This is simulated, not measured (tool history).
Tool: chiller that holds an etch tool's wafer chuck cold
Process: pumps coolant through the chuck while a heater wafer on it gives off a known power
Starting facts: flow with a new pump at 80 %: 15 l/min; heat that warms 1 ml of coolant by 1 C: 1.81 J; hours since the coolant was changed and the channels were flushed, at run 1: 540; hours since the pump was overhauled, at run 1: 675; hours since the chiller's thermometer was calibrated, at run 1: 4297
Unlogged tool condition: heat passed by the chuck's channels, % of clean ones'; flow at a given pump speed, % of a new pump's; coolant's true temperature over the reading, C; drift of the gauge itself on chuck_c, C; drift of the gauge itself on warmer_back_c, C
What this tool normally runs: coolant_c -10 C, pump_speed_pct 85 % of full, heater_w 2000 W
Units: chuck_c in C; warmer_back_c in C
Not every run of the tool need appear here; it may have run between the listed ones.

run   hour  coolant_c  pump_speed_pct  heater_w  hours since the coolant was changed and the channels were flushed  hours since the pump was overhauled  hours since the chiller's thermometer was calibrated  chuck_c  warmer_back_c
  1      0        -10              85      2000                                                                540                                  675                                                  4297      3.8           4.17
  2   25.7        -10              85      2000                                                                566                                  701                                                  4323      3.8           4.17
  3   49.8        -10              85      2000                                                                590                                  725                                                  4347      3.8            4.2
  4   85.8        -10              89      2000                                                                626                                  761                                                  4383      3.1           3.97
  5    113        -10              85      2000                                                                653                                  788                                                  4410      3.8           4.21
  6  152.9        -10              85      2000                                                                693                                  828                                                  4450      3.9           4.18
  7  194.7        -10              69      2000                                                                735                                  870                                                  4492      6.8           5.34
  8  228.8        -20              69      2000                                                                769                                  904                                                  4526     -3.3           5.26
  9  266.7        -10              85      2152                                                                807                                  941                                                  4564      5.1           4.47
     295.4  -- chiller's thermometer calibrated
 10  309.2        -10              85      2152                                                                848                                  983                                                    14      4.3           4.48
 11  334.4        -10              62      2000                                                                873                                 1008                                                    39      8.1           5.96
 12  361.2        -10              62      2000                                                                900                                 1035                                                    66        8           5.99
     378.3  -- chiller's thermometer calibrated, once more
 13  386.8        -10              85      2000                                                                925                                 1060                                                     9      4.8            4.2
 14  411.9        -10              85      2000                                                                950                                 1085                                                    34      4.9           4.12
 15  453.8        -10              85      2000                                                                992                                 1127                                                    76      5.1           4.26
 16  483.6         -4              85      2000                                                               1022                                 1156                                                   105     11.1           4.16
 17  524.7         -7              63      2088                                                               1063                                 1198                                                   146     13.4           6.15
 18  545.6         -7              63      2088                                                               1084                                 1218                                                   167     13.4           6.18
 19  567.2         -9              63      1325                                                               1105                                 1240                                                   189      3.9           3.91
 20  603.6         -2              62      2658                                                               1142                                 1276                                                   225     24.4           8.01
 21  640.8         -2              62      2658                                                               1179                                 1314                                                   263     24.4           8.04
 22  662.6         -2              80      1043                                                               1201                                 1335                                                   284      6.1           2.33
 23  700.2        -10              85      1154                                                               1238                                 1373                                                   322     -1.3           2.44
 24  737.7         -2              85      2000                                                               1276                                 1411                                                   359     13.1           4.21
 25  756.4         -2              85      2000                                                               1294                                 1429                                                   378       13           4.18
 26    789         -6              85      1906                                                               1327                                 1462                                                   411      8.4           4.01
 27  824.4         -6              85      1906                                                               1362                                 1497                                                   446      8.5           3.98
 28  851.6        -10              75      2000                                                               1390                                 1524                                                   473      6.9           4.88
 29  893.7        -10              85      2822                                                               1432                                 1567                                                   515     11.2           5.95
 30  932.4        -15              82      1773                                                               1470                                 1605                                                   554     -1.2           3.91
 31  957.3        -18              92      2538                                                               1495                                 1630                                                   579     -0.2           4.87

Forecast each of these 5 alternatives for the next run:
  A  1000.1         -2              85      2300                                                               1538                                 1673                                                   622        ?              ?
  B  1000.1        -20              92      2538                                                               1538                                 1673                                                   622        ?              ?
  C  1000.1        -16              85      1590                                                               1538                                 1673                                                   622        ?              ?
  D  1000.1         -7              85      1128                                                               1538                                 1673                                                   622        ?              ?
  E  1000.1        -13              89      2800                                                               1538                                 1673                                                   622        ?              ?

run  chuck_c  warmer_back_c
  A     15.5           4.82
  B       -2           4.91
  C     -4.1            3.4
  D      1.4           2.38
  E      7.5           5.68
Had the tool no hidden state, the same runs would have come out as:
run  chuck_c  warmer_back_c
  A     14.7           4.69
  B     -2.8           4.78
  C     -4.6            3.3
  D      1.1           2.31
  E      6.5           5.52

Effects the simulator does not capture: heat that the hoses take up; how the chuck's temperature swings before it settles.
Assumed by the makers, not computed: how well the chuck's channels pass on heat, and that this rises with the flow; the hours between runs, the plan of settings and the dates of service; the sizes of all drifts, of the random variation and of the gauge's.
